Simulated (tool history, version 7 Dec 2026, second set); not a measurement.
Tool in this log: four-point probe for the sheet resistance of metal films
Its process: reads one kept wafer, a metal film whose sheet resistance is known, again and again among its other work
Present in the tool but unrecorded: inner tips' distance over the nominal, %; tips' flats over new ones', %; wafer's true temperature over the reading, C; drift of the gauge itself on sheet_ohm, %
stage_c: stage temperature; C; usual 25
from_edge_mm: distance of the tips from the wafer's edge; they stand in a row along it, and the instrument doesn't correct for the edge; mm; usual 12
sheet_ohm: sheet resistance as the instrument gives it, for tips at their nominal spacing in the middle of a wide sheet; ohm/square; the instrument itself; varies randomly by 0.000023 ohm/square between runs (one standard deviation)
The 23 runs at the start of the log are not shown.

| run | day | stage_c | from_edge_mm | touches since the probe head was changed | hours of work since the stage's thermometer was calibrated | sheet_ohm |
|---|---|---|---|---|---|---|
| 24 | 17.958 | 22 | 57 | 13722 | 608 | 0.112921 |
| 25 | 18.746 | 22 | 7 | 14109 | 620 | 0.11417 |
| 26 | 19.579 | 28 | 8 | 14520 | 633 | 0.11321 |
| 27 | 20.588 | 28 | 8 | 15017 | 648 | 0.113198 |
| 28 | 21.575 | 28 | 8 | 15504 | 663 | 0.113155 |
| 29 | 22.533 | 27 | 4 | 15975 | 677 | 0.11602 |
| 30 | 23.183 | 27 | 4 | 16297 | 687 | 0.116001 |
| 31 | 23.729 | 19 | 67 | 16565 | 695 | 0.113258 |
| 32 | 24.492 | 19 | 67 | 16942 | 706 | 0.11328 |
| 33 | 25.108 | 27 | 14 | 17246 | 716 | 0.112636 |
| 34 | 25.838 | 19 | 28 | 17604 | 727 | 0.113263 |
| 35 | 26.333 | 21 | 61 | 17848 | 734 | 0.112999 |
| 36 | 27.104 | 23 | 61 | 18228 | 746 | 0.112731 |
| 37 | 28.146 | 28 | 14 | 18742 | 761 | 0.112532 |
| 38 | 28.762 | 31 | 16 | 19046 | 771 | 0.112156 |
| 39 | 29.675 | 30 | 11 | 19494 | 784 | 0.112494 |
| 40 | 30.55 | 30 | 11 | 19926 | 798 | 0.112497 |
| 41 | 31.533 | 34 | 25 | 20410 | 812 | 0.111632 |
| 42 | 32.421 | 21 | 12 | 20848 | 826 | 0.113376 |
| 43 | 33.321 | 20 | 32 | 21292 | 839 | 0.113108 |
| 44 | 34.329 | 20 | 32 | 21789 | 854 | 0.113134 |

Consider 5 possible next runs. They are alternatives, not a sequence: every one starts from the tool as it was left by run 44. What does each give?
| A | 35.354 | 29 | 19 | 22293 | 870 | ? |
| B | 35.354 | 18 | 7 | 22293 | 870 | ? |
| C | 35.354 | 33 | 74 | 22293 | 870 | ? |
| D | 35.354 | 29 | 32 | 22293 | 870 | ? |
| E | 35.354 | 28 | 9 | 22293 | 870 | ? |

| run | sheet_ohm |
|---|---|
| A | 0.112254 |
| B | 0.114551 |
| C | 0.111684 |
| D | 0.112163 |
| E | 0.112935 |
Stripped of hidden state, with their random variation kept, the same runs would have yielded:
| run | sheet_ohm |
|---|---|
| A | 0.112214 |
| B | 0.114513 |
| C | 0.111643 |
| D | 0.112122 |
| E | 0.112894 |
